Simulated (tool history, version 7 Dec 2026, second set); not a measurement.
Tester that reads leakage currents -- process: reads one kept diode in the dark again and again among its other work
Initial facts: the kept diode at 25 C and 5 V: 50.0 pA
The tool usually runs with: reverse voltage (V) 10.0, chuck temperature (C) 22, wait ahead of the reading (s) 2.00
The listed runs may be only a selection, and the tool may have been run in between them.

run   hour  reverse voltage (V)  chuck temperature (C)  wait ahead of the reading (s)  current that the tester gives (pA)
  1    0.0                 10.0                     22                           2.00                               78.03
  2   54.0                 10.0                     22                           2.00                               78.45
      78.8  -- probe card cleaned and baked
  3  116.1                 10.0                     22                           2.00                               81.68
  4  169.8                 10.0                     45                           2.00                              457.52
  5  231.1                 10.0                     45                           2.00                              460.51
  6  276.6                 10.0                     45                           2.00                              459.35
  7  347.1                 10.0                     45                           2.00                              461.86
     382.3  -- probe card cleaned and baked, once more
  8  401.7                 10.0                     45                           2.00                              442.29
  9  472.3                  1.6                     22                           2.00                               20.77
 10  506.3                  9.7                     25                           2.57                               81.23
 11  572.1                  9.7                     25                           2.57                               81.98
 12  626.4                  9.7                     25                           2.57                               82.32
 13  689.4                  1.3                     27                           9.99                               29.02
 14  732.8                  1.2                     27                           3.88                               27.68
 15  800.6                  1.7                     60                           4.17                              479.90
 16  830.8                  1.7                     60                           4.17                              482.62
 17  863.9                  1.7                     60                           4.17                              486.48

Consider 5 possible next runs. They are alternatives, not a sequence: every one starts from the tool as it was left by run 17. What does each give?
  A  921.5                  1.7                     47                           1.75                                   ?
  B  921.5                 10.0                     22                           1.20                                   ?
  C  921.5                  7.9                     33                           0.70                                   ?
  D  921.5                 10.5                     60                           4.17                                   ?
  E  921.5                  1.7                     60                           2.66                                   ?

run  current that the tester gives (pA)
  A                              182.12
  B                               68.27
  C                              150.28
  D                             1453.22
  E                              486.67
The same runs, with their run-to-run variation unchanged, on a tool lacking any hidden condition would have given:
run  current that the tester gives (pA)
  A                              168.97
  B                               59.52
  C                              136.49
  D                             1356.07
  E                              454.77
